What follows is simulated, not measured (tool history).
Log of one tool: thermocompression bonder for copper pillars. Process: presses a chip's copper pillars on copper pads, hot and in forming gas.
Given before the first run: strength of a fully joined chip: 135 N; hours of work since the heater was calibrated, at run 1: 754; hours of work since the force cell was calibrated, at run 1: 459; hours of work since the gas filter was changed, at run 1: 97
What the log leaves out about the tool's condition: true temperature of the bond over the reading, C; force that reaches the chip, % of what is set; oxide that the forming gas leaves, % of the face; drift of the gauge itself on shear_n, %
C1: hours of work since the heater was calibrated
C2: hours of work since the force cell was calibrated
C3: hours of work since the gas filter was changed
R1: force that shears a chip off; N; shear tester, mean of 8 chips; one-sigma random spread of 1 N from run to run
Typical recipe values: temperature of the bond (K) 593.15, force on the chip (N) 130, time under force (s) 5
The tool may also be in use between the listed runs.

Run 1, hour 0.0: usual settings; C1 754; C2 459; C3 97. Result: R1 87.3 N.
Run 2, hour 32.9: usual settings; C1 774; C2 478; C3 116. Result: R1 85.8 N.
Run 3, hour 78.0: usual settings; C1 800; C2 504; C3 142. Result: R1 87.3 N.
Run 4, hour 128.9: usual settings; C1 830; C2 534; C3 172. Result: R1 86.2 N.
Run 5, hour 161.8: usual settings; C1 849; C2 553; C3 191. Result: R1 86.4 N.
Run 6, hour 209.8: usual settings; C1 877; C2 581; C3 219. Result: R1 86.4 N.
Run 7, hour 253.1: usual settings; C1 902; C2 607; C3 245. Result: R1 88.1 N.

Expected results for the next run?
At hour 305.3: forming gas filter changed.
Run 8, hour 305.3: usual settings but temperature of the bond (K) 581.15, force on the chip (N) 96; C1 932; C2 637; C3 0. Result: R1 ?.

R1: 66.9 N
With the hidden condition absent and the run-to-run variation left alone, this run would have shown R1 67.2 N.
